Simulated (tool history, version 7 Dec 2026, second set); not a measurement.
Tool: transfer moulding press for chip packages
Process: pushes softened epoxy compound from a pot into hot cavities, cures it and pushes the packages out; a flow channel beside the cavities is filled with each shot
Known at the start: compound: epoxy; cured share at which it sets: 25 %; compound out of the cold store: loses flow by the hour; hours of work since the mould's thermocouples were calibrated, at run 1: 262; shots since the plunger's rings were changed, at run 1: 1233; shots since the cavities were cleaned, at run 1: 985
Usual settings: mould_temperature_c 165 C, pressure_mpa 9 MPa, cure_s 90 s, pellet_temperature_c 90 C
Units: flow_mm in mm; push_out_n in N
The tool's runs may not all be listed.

run	hour	mould_temperature_c	pressure_mpa	cure_s	pellet_temperature_c	hours of work since the mould's thermocouples were calibrated	shots since the plunger's rings were changed	shots since the cavities were cleaned	incoming compound's hours out of the cold store	flow_mm	push_out_n
1	0	165	9	90	90	262	1233	985	46.7	818	359
# hour 6.4: cavities cleaned with cleaning compound and waxed
2	47.1	163	9	90	90	285	1666	386	33.6	875	341
3	104.7	165	9.03	90	90	314	2212	932	18.2	924	369
# hour 114.2: cavities cleaned with cleaning compound and waxed
4	157.1	165	7.65	90	90	340	2694	407	36.8	770	322
5	191.1	165	9	90	90	357	3017	730	9.7	948	372
# hour 222.2: cavities cleaned with cleaning compound and waxed
6	222.2	165	9.28	90	90	372	3297	0	26.4	887	225
7	259	165	9.28	90	90	390	3647	350	37.1	836	309
8	307.1	165	9.28	90	90	415	4102	805	23.6	887	366
# hour 330.4: cavities cleaned with cleaning compound and waxed
9	352.9	165	9.28	90	93	437	4522	213	36.9	826	283
# hour 371.7: plunger's sealing rings changed
10	402.7	165	9.28	90	93	461	294	662	40.9	872	347
# hour 440.7: cavities cleaned with cleaning compound and waxed
11	459.4	165	9	90	97	488	817	178	47	824	279
12	517.6	158	9	94	97	518	1369	730	17.3	974	498
# hour 547.3: cavities cleaned with cleaning compound and waxed
13	562.8	158	9	94	97	540	1783	146	13.1	988	368
14	590.8	158	8.24	90	91	554	2049	412	38.8	837	465
15	633	158	8.24	90	91	575	2449	812	21.6	894	570
# hour 655.7: cavities cleaned with cleaning compound and waxed
16	688.7	170	8.24	90	88	602	2963	313	24.2	828	286
17	731.1	170	7.15	129	88	624	3365	715	42.5	702	322

Forecast each of these 3 alternatives for the next run:
# hour 765.4: cavities cleaned with cleaning compound and waxed
A	782.4	165	9	89	90	649	3837	161	24.1	?	?
# hour 765.4: cavities cleaned with cleaning compound and waxed
B	782.4	170	9.68	81	89	649	3837	161	13.3	?	?
# hour 765.4: cavities cleaned with cleaning compound and waxed
C	782.4	170	7.15	84	88	649	3837	161	43.2	?	?

run	flow_mm	push_out_n
A	871	283
B	923	255
C	690	254
Without the tool's hidden state the same runs would have given:
run	flow_mm	push_out_n
A	927	221
B	983	200
C	734	201

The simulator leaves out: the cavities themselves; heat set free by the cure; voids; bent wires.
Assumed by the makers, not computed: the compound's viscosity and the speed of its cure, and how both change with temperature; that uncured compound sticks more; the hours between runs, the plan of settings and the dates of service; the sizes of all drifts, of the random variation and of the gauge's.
